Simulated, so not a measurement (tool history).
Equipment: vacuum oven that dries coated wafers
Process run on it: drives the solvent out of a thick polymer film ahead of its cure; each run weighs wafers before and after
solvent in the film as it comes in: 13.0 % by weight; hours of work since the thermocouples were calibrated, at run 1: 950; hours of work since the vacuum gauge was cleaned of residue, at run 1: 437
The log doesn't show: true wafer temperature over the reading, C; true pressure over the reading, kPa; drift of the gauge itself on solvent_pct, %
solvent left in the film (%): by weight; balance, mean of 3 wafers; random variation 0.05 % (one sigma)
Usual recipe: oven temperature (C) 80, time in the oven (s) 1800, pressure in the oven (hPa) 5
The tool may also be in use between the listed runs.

run	hour	oven temperature (C)	time in the oven (s)	pressure in the oven (hPa)	hours of work since the thermocouples were calibrated	hours of work since the vacuum gauge was cleaned of residue	solvent left in the film (%)
1	0	80	1800	5	950	437	1.25
2	20.2	80	1800	5	962	449	1.25
3	53.4	80	1800	5	980	468	1.29
4	74.7	80	1560	5	993	480	1.7
5	108.7	80	1800	5	1012	499	1.31
6	132.7	80	1800	10.66	1026	513	1.47
7	149.2	80	1800	10.66	1035	523	1.52
8	176	80	1800	5	1051	538	1.3
9	201.9	80	1800	5	1065	553	1.26
# hour 205.2: vacuum gauge cleaned of residue and calibrated
10	233.5	80	1800	5	1083	16	1.3
11	251.4	80	1800	5	1093	26	1.25
12	278.1	80	2700	5	1108	42	0.55
13	311.9	80	2700	5	1127	61	0.66
# hour 346.8: vacuum gauge cleaned of residue and calibrated, once more
14	346.8	80	2700	5	1146	0	0.6
15	383.1	80	2700	5	1167	21	0.55
16	412.2	89	1800	4.05	1184	37	0.22
17	447.9	93	1440	5	1204	58	0.32
18	476.3	78	1020	5	1220	74	3.68
# hour 510.8: oven's thermocouples calibrated
19	515.1	73	1800	5	2	95	2.3
20	551	84	1140	3.17	23	115	1.42
21	582.3	76	1740	3.63	41	133	1.81
22	602.7	66	1080	8.52	52	145	6.13
23	632.7	80	2280	5.78	70	162	0.66
24	665.5	80	2280	5.78	88	181	0.63
25	693.6	80	2160	5.78	104	197	0.73
26	727.5	89	1800	14	124	216	0.5
27	750.7	67	2940	15.94	137	230	2.97
28	778.8	73	1800	19.35	153	246	3.11
29	796.6	86	2820	5	163	256	0.28

Entry by entry between the runs, the difference in hidden state between the last listed run before and the first listed run after:
After run 9, before run 10: vacuum gauge cleaned of residue and calibrated (hour 205.2)
  true wafer temperature over the reading, C: -1.52 -> -1.54; true pressure over the reading, kPa: 0.068 -> 0.088
  measured minus no-state result, solvent left in the film (%): +0.26 -> +0.27
After run 13, before run 14: vacuum gauge cleaned of residue and calibrated, once more (hour 346.8)
  true wafer temperature over the reading, C: -1.59 -> -1.61; true pressure over the reading, kPa: 0.093 -> -0.014
  measured minus no-state result, solvent left in the film (%): +0.16 -> +0.11
After run 18, before run 19: oven's thermocouples calibrated (hour 510.8)
  true wafer temperature over the reading, C: -1.7 -> 0.15; true pressure over the reading, kPa: -0.006 -> -0.003
  measured minus no-state result, solvent left in the film (%): +0.44 -> -0.03
